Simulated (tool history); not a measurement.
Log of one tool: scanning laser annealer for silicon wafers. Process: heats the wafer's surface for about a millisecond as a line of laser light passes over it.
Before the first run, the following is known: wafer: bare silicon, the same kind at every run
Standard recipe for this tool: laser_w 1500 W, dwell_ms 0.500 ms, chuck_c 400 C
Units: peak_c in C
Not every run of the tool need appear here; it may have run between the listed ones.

{"run": 1, "hour": 0.0, "laser_w": 1500, "dwell_ms": 0.5, "chuck_c": 400, "peak_c": 1098}
{"run": 2, "hour": 47.7, "laser_w": 1500, "dwell_ms": 0.484, "chuck_c": 400, "peak_c": 1088}
{"run": 3, "hour": 112.6, "laser_w": 1500, "dwell_ms": 0.484, "chuck_c": 400, "peak_c": 1086}
{"run": 4, "hour": 158.7, "laser_w": 1500, "dwell_ms": 0.5, "chuck_c": 400, "peak_c": 1102}
{"run": 5, "hour": 194.0, "laser_w": 1500, "dwell_ms": 0.5, "chuck_c": 400, "peak_c": 1095}
{"run": 6, "hour": 252.8, "laser_w": 1500, "dwell_ms": 0.5, "chuck_c": 400, "peak_c": 1103}
{"run": 7, "hour": 316.4, "laser_w": 1500, "dwell_ms": 0.5, "chuck_c": 400, "peak_c": 1101}
{"run": 8, "hour": 372.7, "laser_w": 1500, "dwell_ms": 0.5, "chuck_c": 426, "peak_c": 1122}
{"run": 9, "hour": 407.8, "laser_w": 1500, "dwell_ms": 0.5, "chuck_c": 426, "peak_c": 1123}
{"run": 10, "hour": 450.3, "laser_w": 1500, "dwell_ms": 0.5, "chuck_c": 379, "peak_c": 1079}
{"run": 11, "hour": 522.0, "laser_w": 1500, "dwell_ms": 0.5, "chuck_c": 400, "peak_c": 1103}
{"run": 12, "hour": 584.0, "laser_w": 1500, "dwell_ms": 0.5, "chuck_c": 400, "peak_c": 1097}
{"run": 13, "hour": 648.2, "laser_w": 1500, "dwell_ms": 0.5, "chuck_c": 400, "peak_c": 1099}
{"run": 14, "hour": 694.0, "laser_w": 1550, "dwell_ms": 0.5, "chuck_c": 400, "peak_c": 1127}
{"run": 15, "hour": 751.8, "laser_w": 1500, "dwell_ms": 0.5, "chuck_c": 400, "peak_c": 1103}
{"run": 16, "hour": 815.0, "laser_w": 1500, "dwell_ms": 0.5, "chuck_c": 400, "peak_c": 1100}
{"run": 17, "hour": 869.3, "laser_w": 1500, "dwell_ms": 0.5, "chuck_c": 400, "peak_c": 1099}
{"run": 18, "hour": 899.7, "laser_w": 1626, "dwell_ms": 0.5, "chuck_c": 400, "peak_c": 1162}
{"run": 19, "hour": 951.5, "laser_w": 1500, "dwell_ms": 0.5, "chuck_c": 400, "peak_c": 1099}
{"run": 20, "hour": 1019.6, "laser_w": 1595, "dwell_ms": 0.5, "chuck_c": 400, "peak_c": 1146}
{"run": 21, "hour": 1085.2, "laser_w": 1595, "dwell_ms": 0.5, "chuck_c": 400, "peak_c": 1147}
{"run": 22, "hour": 1142.8, "laser_w": 1328, "dwell_ms": 0.5, "chuck_c": 371, "peak_c": 982}
{"run": 23, "hour": 1194.2, "laser_w": 1328, "dwell_ms": 0.5, "chuck_c": 371, "peak_c": 984}
{"run": 24, "hour": 1263.5, "laser_w": 1328, "dwell_ms": 0.5, "chuck_c": 371, "peak_c": 983}
{"run": 25, "hour": 1306.6, "laser_w": 1500, "dwell_ms": 0.5, "chuck_c": 392, "peak_c": 1091}
{"run": 26, "hour": 1355.8, "laser_w": 1500, "dwell_ms": 0.5, "chuck_c": 392, "peak_c": 1092}
{"run": 27, "hour": 1408.8, "laser_w": 1432, "dwell_ms": 0.604, "chuck_c": 400, "peak_c": 1135}
{"run": 28, "hour": 1480.7, "laser_w": 1539, "dwell_ms": 0.511, "chuck_c": 412, "peak_c": 1137}
{"run": 29, "hour": 1545.7, "laser_w": 1539, "dwell_ms": 0.511, "chuck_c": 412, "peak_c": 1139}
{"run": 30, "hour": 1582.1, "laser_w": 1500, "dwell_ms": 0.5, "chuck_c": 382, "peak_c": 1080}
{"run": 31, "hour": 1641.2, "laser_w": 1500, "dwell_ms": 0.5, "chuck_c": 437, "peak_c": 1137}
{"run": 32, "hour": 1703.5, "laser_w": 1500, "dwell_ms": 0.5, "chuck_c": 437, "peak_c": 1135}
{"run": 33, "hour": 1739.7, "laser_w": 1337, "dwell_ms": 0.5, "chuck_c": 424, "peak_c": 1046}
{"run": 34, "hour": 1787.7, "laser_w": 1337, "dwell_ms": 0.386, "chuck_c": 424, "peak_c": 967}
{"run": 35, "hour": 1853.8, "laser_w": 1337, "dwell_ms": 0.386, "chuck_c": 424, "peak_c": 963}
{"run": 36, "hour": 1892.2, "laser_w": 1346, "dwell_ms": 0.513, "chuck_c": 424, "peak_c": 1056}
{"run": 37, "hour": 1930.8, "laser_w": 1437, "dwell_ms": 0.387, "chuck_c": 374, "peak_c": 959}
{"run": 38, "hour": 1972.8, "laser_w": 1603, "dwell_ms": 0.387, "chuck_c": 412, "peak_c": 1070}
{"run": 39, "hour": 2006.3, "laser_w": 1612, "dwell_ms": 0.585, "chuck_c": 422, "peak_c": 1239}
{"run": 40, "hour": 2061.6, "laser_w": 1500, "dwell_ms": 0.553, "chuck_c": 399, "peak_c": 1136}

Not shown here: 4 entries made in the log between runs. Locate each between two listed runs and compare the hidden state at the listed run before it with the hidden state at the listed run after it:
In the gap between runs 5 and 6: window over the wafer cleaned (hour 237.8)
  light that passes the window, % of a clean one's: 99.83 -> 99.99; width of the line over the set one, %: 0.18 -> 0.19
In the gap between runs 9 and 10: optics aligned, line set to its width (hour 441.8)
  light that passes the window, % of a clean one's: 99.97 -> 99.96; width of the line over the set one, %: 0.21 -> 0.01
In the gap between runs 25 and 26: window over the wafer cleaned (hour 1327.0)
  light that passes the window, % of a clean one's: 99.83 -> 99.99; laser's true power over the reading, %: 0.03 -> 0.04; width of the line over the set one, %: 0.12 -> 0.13
In the gap between runs 39 and 40: optics aligned, line set to its width (hour 2061.3)
  light that passes the window, % of a clean one's: 99.89 -> 99.88; width of the line over the set one, %: 0.22 -> 0
